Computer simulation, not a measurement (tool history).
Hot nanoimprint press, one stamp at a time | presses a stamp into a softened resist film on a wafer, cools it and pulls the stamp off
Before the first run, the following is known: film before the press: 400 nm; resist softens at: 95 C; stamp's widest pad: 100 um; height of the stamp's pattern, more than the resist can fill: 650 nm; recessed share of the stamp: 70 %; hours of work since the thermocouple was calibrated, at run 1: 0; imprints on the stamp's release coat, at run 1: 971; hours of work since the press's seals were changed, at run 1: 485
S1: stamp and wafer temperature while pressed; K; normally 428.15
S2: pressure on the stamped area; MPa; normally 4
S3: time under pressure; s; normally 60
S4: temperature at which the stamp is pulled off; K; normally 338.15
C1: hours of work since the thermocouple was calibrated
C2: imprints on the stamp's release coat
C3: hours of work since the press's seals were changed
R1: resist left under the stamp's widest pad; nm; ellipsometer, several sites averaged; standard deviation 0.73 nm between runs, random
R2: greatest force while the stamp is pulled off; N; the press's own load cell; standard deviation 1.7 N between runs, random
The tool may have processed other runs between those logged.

run,day,S1,S2,S3,S4,C1,C2,C3,R1,R2
1,0,428.15,4,60,338.15,0,971,485,149.7,196
2,3.762,428.15,4,60,338.15,56,1167,541,147.9,203
# day 6.792: stamp cleaned and given a new release coat
3,6.983,428.15,4,60,338.15,101,10,586,147,170
4,9.55,428.15,4,60,338.15,139,143,624,144.6,176
5,12.458,428.15,4,60,338.15,182,295,668,143.9,177
6,14.738,428.15,4,60,338.15,216,413,702,144,180
7,16.396,428.15,4,60,329.15,241,499,726,142.8,216
8,17.954,428.15,4,60,329.15,264,580,750,143,217
9,20.312,428.15,6.03,60,329.15,300,703,785,117.4,221
10,22.746,428.15,6.03,60,329.15,336,829,821,116.6,225
11,25.729,428.15,4,60,338.15,381,985,866,139.7,192
# day 26.042: plate thermocouple calibrated
12,27.562,428.15,4,60,338.15,23,1074,891,135.7,192
13,30.275,438.15,3.9,62,336.15,63,1215,932,77.9,207
# day 32.104: stamp cleaned and given a new release coat
14,33.233,420.15,2.51,60,332.15,104,59,972,244.4,186
15,36.929,438.15,2.51,60,332.15,159,251,1028,95.5,192
16,38.95,426.15,3.56,109,338.15,189,356,1058,119.4,168
17,42.038,426.15,3.56,109,338.15,235,516,1104,119,177
18,44.2,426.15,3.56,109,338.15,268,629,1136,118.1,176
# day 46.296: plate thermocouple calibrated, once more
19,47.883,428.15,4,60,343.15,24,814,1189,148.7,170
# day 50.112: press's hydraulic seals changed and the load cell set to zero
20,50.733,419.15,4.34,31,340.15,61,945,9,275.4,187
21,52.742,419.15,4.34,31,340.15,91,1049,39,276,190
22,55.267,420.15,3.11,116,342.15,129,1181,77,191.2,183
# day 57.746: stamp cleaned and given a new release coat
23,57.962,428.15,5.75,35,338.15,166,11,114,152,168
24,59.925,428.15,3.2,58,338.15,195,113,143,156.9,173

Predict each of these 5 candidate next runs independently; none follows another, all start after run 24:
A,61.958,428.15,4,73,338.15,225,219,173,?,?
B,61.958,428.15,2.5,56,338.15,225,219,173,?,?
C,61.958,435.15,4,60,338.15,225,219,173,?,?
D,61.958,426.15,3.52,60,338.15,225,219,173,?,?
E,61.958,428.15,3.2,58,336.15,225,219,173,?,?

run,R1,R2
A,127.6,174
B,175.7,174
C,94.6,173
D,164.9,175
E,155.9,179
With no hidden state in the tool, these same runs would have given:
run,R1,R2
A,135.8,173
B,186.1,172
C,100.3,171
D,175.1,173
E,165.5,178
